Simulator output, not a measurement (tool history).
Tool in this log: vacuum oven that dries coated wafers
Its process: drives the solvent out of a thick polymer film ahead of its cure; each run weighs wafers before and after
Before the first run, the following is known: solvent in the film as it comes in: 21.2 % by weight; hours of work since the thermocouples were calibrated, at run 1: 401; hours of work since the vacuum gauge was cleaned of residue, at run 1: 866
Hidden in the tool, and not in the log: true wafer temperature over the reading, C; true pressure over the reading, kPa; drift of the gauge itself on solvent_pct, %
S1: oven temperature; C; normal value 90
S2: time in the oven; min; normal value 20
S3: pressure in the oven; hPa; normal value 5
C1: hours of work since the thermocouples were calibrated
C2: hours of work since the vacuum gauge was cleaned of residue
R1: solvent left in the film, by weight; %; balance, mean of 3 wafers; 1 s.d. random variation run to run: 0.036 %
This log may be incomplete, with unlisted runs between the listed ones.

run    hour   S1  S2     S3    C1    C2     R1
  1       0   90  20      5   401   866   3.77
  2    53.6   90  20      5   432   896   3.76
  3   153.1   90  20      5   488   953   3.84
  4   214.8   90  20      5   523   988   3.79
  5   288.7   90  20      5   565  1030   3.82
      306.3  -- vacuum gauge cleaned of residue and calibrated
  6   369.1   90  20   8.43   610    36   4.07
  7   426.4   90  20      5   642    68   3.77
  8   515.6   90  20      5   693   119   3.79
  9   573.6   90  16      5   726   151   5.04
 10   642.7   90  16      5   765   191   5.01
 11   709.3   90  16      5   803   228   4.98
 12   762.9  102  20      5   833   259   1.28
 13   822.5  102  20      5   867   293   1.26
 14   890.6   90  20      5   905   331   3.73
 15     935   90  20      5   930   356   3.79
 16   991.5   90  20      5   962   388   3.76
 17  1090.5   90  20      5  1019   444   3.71
 18  1162.9   90  20      5  1060   485   3.72
 19  1220.6   90  20   3.49  1092   518   3.64
 20  1287.5   90  20   3.49  1130   556   3.67
 21  1335.6   90  20   3.49  1158   583   3.57
 22  1404.1   90  16   3.52  1196   622   4.88
 23  1460.3   90  16   3.52  1228   654   4.89
 24  1557.3   83  34   3.58  1283   709   2.87
 25  1655.9   95  19  16.11  1339   765   3.56
 26    1725   93  23   8.41  1378   804   2.64
 27  1819.4   93  23   8.41  1432   857   2.58
     1888.8  -- oven's thermocouples calibrated
 28  1917.4   90  22  19.38    16   912   4.59
 29  2020.7   95  35   6.94    75   970   1.03
 30  2110.5   95  19   3.43   126  1021   2.62
     2141.3  -- vacuum gauge cleaned of residue and calibrated
 31  2178.7   95  19   3.43   163    21   2.63
 32    2261   77  10  11.41   210    68  12.35
 33  2352.6   86  10  11.41   262   120   9.57
 34  2395.1   91  35  17.94   286   144   2.61
 35  2439.1   75  32  11.29   311   169   6.77
 36  2499.7   89  20   4.38   345   203   4.01
 37    2584   90  13  16.28   393   251    7.1
 38  2682.9   90  14    6.2   449   307   5.84
 39  2785.1   81  14  13.95   507   365   9.57

Each row is a separate what-if for the run after 39, all from the same tool condition, not one after another. Results?
  A  2839.9   82  20      5  538  396   ?
  B  2839.9   90  20      5  538  396   ?
  C  2839.9  100  20      5  538  396   ?
  D  2839.9   81  28  13.41  538  396   ?
  E  2839.9   90  35  11.28  538  396   ?

run    R1
  A  6.28
  B  3.74
  C  1.53
  D  5.59
  E  2.13
With the hidden condition removed and each run's random variation left untouched, the same runs would have given:
run    R1
  A  6.27
  B  3.73
  C  1.52
  D  5.58
  E  2.12
